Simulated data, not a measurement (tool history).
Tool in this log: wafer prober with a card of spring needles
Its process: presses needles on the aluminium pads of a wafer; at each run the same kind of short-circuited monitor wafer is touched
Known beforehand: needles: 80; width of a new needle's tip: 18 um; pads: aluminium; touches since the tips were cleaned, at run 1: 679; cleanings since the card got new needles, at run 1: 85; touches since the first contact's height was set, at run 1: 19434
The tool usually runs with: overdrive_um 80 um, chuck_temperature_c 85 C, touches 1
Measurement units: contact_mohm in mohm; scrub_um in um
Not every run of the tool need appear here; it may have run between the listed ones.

run	day	overdrive_um	chuck_temperature_c	touches	touches since the tips were cleaned	cleanings since the card got new needles	touches since the first contact's height was set	contact_mohm	scrub_um
1	0.000	80	85	1	679	85	19434	320	18.23
# day 0.754: tips cleaned on abrasive film
# day 1.692: tips cleaned on abrasive film
2	1.821	80	85	1	1441	87	39568	325	18.21
# day 2.562: tips cleaned on abrasive film
# day 3.508: tips cleaned on abrasive film
# day 4.442: tips cleaned on abrasive film
# day 5.388: tips cleaned on abrasive film
3	5.662	80	85	1	3048	91	81988	349	18.14
# day 6.229: tips cleaned on abrasive film
# day 7.162: tips cleaned on abrasive film
# day 7.917: tips cleaned on abrasive film
4	8.371	80	85	1	5017	94	111912	369	18.04
# day 8.571: height of the first contact set anew
# day 8.762: tips cleaned on abrasive film
# day 9.704: tips cleaned on abrasive film
# day 10.646: tips cleaned on abrasive film
5	11.392	80	85	1	8258	97	31181	390	18.24
# day 11.583: tips cleaned on abrasive film
# day 12.525: tips cleaned on abrasive film
# day 13.279: tips cleaned on abrasive film
# day 14.225: tips cleaned on abrasive film
# day 15.150: tips cleaned on abrasive film
6	15.221	80	85	1	798	102	73472	327	18.13
# day 15.975: tips cleaned on abrasive film
# day 16.733: tips cleaned on abrasive film
# day 17.671: tips cleaned on abrasive film
7	18.108	80	85	1	4866	105	105392	371	18.03
# day 18.492: tips cleaned on abrasive film
# day 18.879: height of the first contact set anew
# day 19.258: tips cleaned on abrasive film
# day 20.183: tips cleaned on abrasive film
8	20.233	80	85	1	557	108	14947	325	18.23
# day 20.983: tips cleaned on abrasive film
# day 21.738: tips cleaned on abrasive film
# day 22.554: tips cleaned on abrasive film
9	22.554	80	85	1	0	111	40596	311	18.12
# day 23.312: tips cleaned on abrasive film
# day 24.254: tips cleaned on abrasive film
# day 25.196: tips cleaned on abrasive film
10	25.779	80	85	1	6472	114	76244	375	18.13
# day 25.971: tips cleaned on abrasive film
# day 26.917: tips cleaned on abrasive film
# day 27.842: tips cleaned on abrasive film
# day 28.775: tips cleaned on abrasive film
# day 29.162: height of the first contact set anew
# day 29.729: tips cleaned on abrasive film
11	29.762	80	85	1	384	119	6637	321	18.27
# day 30.521: tips cleaned on abrasive film
# day 31.462: tips cleaned on abrasive film
# day 32.392: tips cleaned on abrasive film
# day 33.146: tips cleaned on abrasive film
12	33.546	80	85	1	4443	123	48425	366	18.17
# day 33.921: tips cleaned on abrasive film
# day 34.862: tips cleaned on abrasive film
# day 35.804: tips cleaned on abrasive film
13	35.838	80	85	1	397	126	73745	322	18.10
# day 36.596: tips cleaned on abrasive film
# day 37.529: tips cleaned on abrasive film
# day 38.283: tips cleaned on abrasive film
14	38.429	80	112	2	1624	129	102356	337	18.02
# day 39.183: tips cleaned on abrasive film
# day 39.571: height of the first contact set anew
# day 40.142: tips cleaned on abrasive film
15	40.600	80	112	2	5087	131	11339	355	18.26
# day 40.979: tips cleaned on abrasive film
# day 41.904: tips cleaned on abrasive film
# day 42.846: tips cleaned on abrasive film
16	42.917	80	112	2	780	134	36938	330	18.24
# day 43.671: tips cleaned on abrasive film
# day 44.617: tips cleaned on abrasive film
# day 45.550: tips cleaned on abrasive film
# day 46.492: tips cleaned on abrasive film
17	46.867	80	112	2	4155	138	80593	356	18.13
# day 47.433: tips cleaned on abrasive film
# day 48.375: tips cleaned on abrasive film
18	49.058	66	85	1	7546	140	104810	439	14.81
# day 49.250: tips cleaned on abrasive film
# day 50.012: height of the first contact set anew
# day 50.204: tips cleaned on abrasive film
# day 50.958: tips cleaned on abrasive film
# day 51.900: tips cleaned on abrasive film
19	52.129	74	36	2	2550	144	23356	330	16.85
# day 52.696: tips cleaned on abrasive film
# day 53.638: tips cleaned on abrasive film
# day 54.583: tips cleaned on abrasive film
# day 55.525: tips cleaned on abrasive film
20	55.812	64	85	1	3190	148	64055	387	14.54
# day 56.379: tips cleaned on abrasive film
# day 57.321: tips cleaned on abrasive film
# day 58.267: tips cleaned on abrasive film
21	58.317	70	89	1	571	151	91717	347	15.80
# day 59.071: tips cleaned on abrasive film
# day 59.825: tips cleaned on abrasive film
# day 60.400: height of the first contact set anew
# day 60.596: tips cleaned on abrasive film
# day 61.533: tips cleaned on abrasive film
22	61.775	80	85	2	2678	155	15165	335	18.28
# day 62.346: tips cleaned on abrasive film
# day 63.279: tips cleaned on abrasive film
# day 64.221: tips cleaned on abrasive film
# day 65.167: tips cleaned on abrasive film
23	65.633	80	85	2	5172	159	57770	357	18.22
# day 66.012: tips cleaned on abrasive film
# day 66.954: tips cleaned on abrasive film
# day 67.896: tips cleaned on abrasive film
# day 68.650: tips cleaned on abrasive film
24	69.346	98	28	2	7704	163	98815	327	22.24
# day 69.538: tips cleaned on abrasive film
# day 70.467: tips cleaned on abrasive film
# day 70.667: height of the first contact set anew
# day 71.408: tips cleaned on abrasive film
25	72.000	94	29	1	6597	166	14771	354	21.53
# day 72.192: tips cleaned on abrasive film
# day 73.138: tips cleaned on abrasive film
# day 74.079: tips cleaned on abrasive film
# day 74.875: tips cleaned on abrasive film
26	74.875	83	103	1	0	170	46496	322	18.89

How would selected steps in contact_mohm from run to run divide? Give the signed amount a tool lacking its hidden state would still show from settings, what came in and random variation, and the signed amount left for the hidden state, including any gauge scatter that is not in both of the compared results.
Unlogged tool condition in this case: debris on the tips, nm; way that the needles fall short of the set height, um; tips' diameter, um; drift of the gauge itself on contact_mohm, %; drift of the gauge itself on scrub_um, %.
Run 17 -> 18: overdrive_um 80 -> 66, chuck_temperature_c 112 -> 85, touches 2 -> 1, tips cleaned on abrasive film, tips cleaned on abrasive film. contact_mohm +83 mohm: hidden state +89, all else -6.
Run 18 -> 19: overdrive_um 66 -> 74, chuck_temperature_c 85 -> 36, touches 1 -> 2, tips cleaned on abrasive film, height of the first contact set anew, tips cleaned on abrasive film, tips cleaned on abrasive film, tips cleaned on abrasive film. contact_mohm -109 mohm: hidden state -89, all else -20.
